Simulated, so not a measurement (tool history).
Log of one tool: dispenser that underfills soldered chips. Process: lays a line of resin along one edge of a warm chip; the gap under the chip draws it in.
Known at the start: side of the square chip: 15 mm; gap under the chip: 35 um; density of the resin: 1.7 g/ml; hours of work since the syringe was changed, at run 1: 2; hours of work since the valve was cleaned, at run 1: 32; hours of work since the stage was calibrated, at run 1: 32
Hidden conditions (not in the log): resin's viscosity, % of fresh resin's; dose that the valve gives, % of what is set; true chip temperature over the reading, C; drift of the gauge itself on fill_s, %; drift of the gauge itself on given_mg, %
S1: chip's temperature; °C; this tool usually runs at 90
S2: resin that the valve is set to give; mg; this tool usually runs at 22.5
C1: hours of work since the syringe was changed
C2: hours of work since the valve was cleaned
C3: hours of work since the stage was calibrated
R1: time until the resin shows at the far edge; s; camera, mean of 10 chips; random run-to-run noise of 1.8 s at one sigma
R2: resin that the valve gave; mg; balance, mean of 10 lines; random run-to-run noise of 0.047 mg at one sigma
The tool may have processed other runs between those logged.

| run | day | S1 | S2 | C1 | C2 | C3 | R1 | R2 |
|---|---|---|---|---|---|---|---|---|
| 1 | 0 | 90 | 22.5 | 2 | 32 | 32 | 204.9 | 22.24 |
|  | 0.317 | new syringe of resin |
| 2 | 0.354 | 90 | 22.5 | 1 | 38 | 38 | 194.2 | 22.14 |
|  | 0.633 | dispensing valve cleaned and set on the balance |
|  | 0.758 | new syringe of resin |
| 3 | 0.933 | 90 | 22.5 | 3 | 5 | 46 | 227.7 | 22.42 |
|  | 1.175 | new syringe of resin |
| 4 | 1.283 | 90 | 19.7 | 2 | 10 | 51 | 205.7 | 19.62 |
|  | 1.6 | new syringe of resin |
| 5 | 1.612 | 90 | 22.5 | 0 | 15 | 56 | 183.6 | 22.32 |
|  | 2.017 | new syringe of resin |
| 6 | 2.2 | 90 | 22.5 | 3 | 24 | 65 | 224.1 | 22.28 |
|  | 2.438 | new syringe of resin |
| 7 | 2.621 | 90 | 22.5 | 3 | 30 | 72 | 235.1 | 22.14 |
|  | 2.883 | new syringe of resin |
| 8 | 2.996 | 90 | 22.5 | 2 | 36 | 78 | 207.3 | 22.21 |
|  | 3.296 | new syringe of resin |
|  | 3.412 | dispensing valve cleaned and set on the balance |
| 9 | 3.471 | 90 | 22.5 | 2 | 1 | 84 | 214.7 | 22.36 |
|  | 3.767 | new syringe of resin |
| 10 | 3.862 | 90 | 22.5 | 2 | 7 | 90 | 206 | 22.34 |
|  | 4.171 | new syringe of resin |
| 11 | 4.367 | 79 | 22.5 | 3 | 15 | 98 | 325.9 | 22.27 |
|  | 4.592 | new syringe of resin |
| 12 | 4.925 | 98 | 22.9 | 5 | 23 | 107 | 223.4 | 22.64 |
|  | 5.004 | new syringe of resin |
|  | 5.438 | new syringe of resin |
| 13 | 5.438 | 80 | 19.9 | 0 | 31 | 114 | 246.2 | 19.5 |
| 14 | 5.8 | 80 | 19.9 | 6 | 37 | 120 | 406.7 | 19.49 |
|  | 5.854 | new syringe of resin |
|  | 6.15 | dispensing valve cleaned and set on the balance |
|  | 6.304 | new syringe of resin |
| 15 | 6.333 | 88 | 21.5 | 0 | 3 | 128 | 195.6 | 21.49 |
| 16 | 6.617 | 100 | 22.7 | 5 | 7 | 132 | 207.5 | 22.71 |
|  | 6.729 | new syringe of resin |
|  | 7.138 | new syringe of resin |
| 17 | 7.179 | 100 | 22.7 | 1 | 16 | 141 | 144.6 | 22.54 |
|  | 7.562 | new syringe of resin |
| 18 | 7.642 | 100 | 22.7 | 1 | 23 | 148 | 149.8 | 22.46 |
| 19 | 7.904 | 89 | 26.3 | 5 | 27 | 152 | 281.1 | 26.04 |
|  | 7.967 | new syringe of resin |
|  | 8.375 | new syringe of resin |
| 20 | 8.396 | 89 | 26.3 | 0 | 34 | 159 | 187 | 25.96 |

Each row is a separate what-if for the run after 20, all from the same tool condition, not one after another. Results?
|  | 8.779 | new syringe of resin |
| A | 8.842 | 80 | 24.7 | 1 | 41 | 166 | ? | ? |
|  | 8.779 | new syringe of resin |
| B | 8.842 | 83 | 21.6 | 1 | 41 | 166 | ? | ? |
|  | 8.779 | new syringe of resin |
| C | 8.842 | 82 | 23.4 | 1 | 41 | 166 | ? | ? |

| run | R1 | R2 |
|---|---|---|
| A | 258.2 | 24.28 |
| B | 239.3 | 21.19 |
| C | 239.8 | 22.98 |
The same runs, with their run-to-run variation unchanged, on a tool lacking any hidden condition would have given:
| run | R1 | R2 |
|---|---|---|
| A | 237 | 24.68 |
| B | 219.4 | 21.54 |
| C | 220.1 | 23.37 |
